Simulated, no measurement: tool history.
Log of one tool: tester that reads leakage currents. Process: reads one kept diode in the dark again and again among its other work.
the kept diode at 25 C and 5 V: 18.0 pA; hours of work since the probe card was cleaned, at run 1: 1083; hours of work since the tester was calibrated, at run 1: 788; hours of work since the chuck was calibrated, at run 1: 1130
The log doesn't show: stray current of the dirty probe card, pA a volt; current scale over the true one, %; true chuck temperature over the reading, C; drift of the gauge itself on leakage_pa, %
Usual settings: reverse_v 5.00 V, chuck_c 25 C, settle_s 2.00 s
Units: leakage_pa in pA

run	day	reverse_v	chuck_c	settle_s	hours of work since the probe card was cleaned	hours of work since the tester was calibrated	hours of work since the chuck was calibrated	leakage_pa
1	0.000	5.00	25	2.00	1083	788	1130	19.84
2	1.183	5.00	25	2.00	1096	801	1143	19.75
# day 2.271: chuck's temperature calibrated
3	2.788	5.00	25	2.00	1113	818	6	19.09
4	4.442	5.00	25	1.51	1131	836	24	19.38
5	6.071	5.00	25	1.64	1149	854	41	19.35
6	6.821	5.00	25	1.64	1157	862	50	19.48
# day 7.412: chuck's temperature calibrated, once more
7	8.021	5.00	25	1.64	1169	874	7	21.27
8	9.212	5.00	25	1.64	1182	887	20	21.24
9	10.717	5.00	36	2.00	1198	903	36	48.37
10	12.450	5.00	25	5.26	1217	922	55	20.57
11	13.867	5.00	25	2.00	1233	938	70	21.09
12	15.096	5.00	20	2.00	1246	951	84	14.61
13	16.462	4.11	20	2.00	1261	966	99	13.30
14	17.792	5.00	25	2.00	1275	981	113	21.26
15	19.112	5.00	25	0.38	1290	995	128	25.25
16	20.500	1.25	41	7.62	1305	1010	143	41.26
17	21.912	1.25	41	7.62	1320	1026	158	41.09
18	23.542	1.25	41	7.62	1338	1043	176	41.24
19	24.792	1.24	32	3.26	1352	1057	190	20.03
20	26.308	1.73	46	5.46	1368	1073	206	68.16
21	27.504	7.64	45	6.47	1381	1087	219	112.51
22	28.729	19.84	25	0.64	1395	1100	233	51.32
23	30.254	19.84	25	0.64	1411	1117	249	51.31
24	31.646	19.84	25	0.64	1427	1132	264	51.60
25	33.008	2.92	25	0.55	1441	1147	279	18.00
26	34.762	2.92	25	0.55	1461	1166	298	18.06
27	36.550	5.00	39	2.00	1480	1185	318	61.01
28	37.425	14.92	23	1.81	1490	1195	327	33.31
29	38.762	14.92	23	1.81	1504	1209	342	33.42

How the hidden state differs across the entries between the runs, from the last listed run before each to the first after it:
Between runs 2 and 3: chuck's temperature calibrated (day 2.271)
  stray current of the dirty probe card, pA a volt: 0.407 -> 0.412; current scale over the true one, %: -0.31 -> -0.32; true chuck temperature over the reading, C: -0.69 -> -1.17
  measured less the result without the state, leakage_pa: +0.81 -> +0.14 pA
Between runs 6 and 7: chuck's temperature calibrated, once more (day 7.412)
  stray current of the dirty probe card, pA a volt: 0.427 -> 0.431; true chuck temperature over the reading, C: -1.19 -> 0.06
  measured less the result without the state, leakage_pa: +0.17 -> +2.08 pA

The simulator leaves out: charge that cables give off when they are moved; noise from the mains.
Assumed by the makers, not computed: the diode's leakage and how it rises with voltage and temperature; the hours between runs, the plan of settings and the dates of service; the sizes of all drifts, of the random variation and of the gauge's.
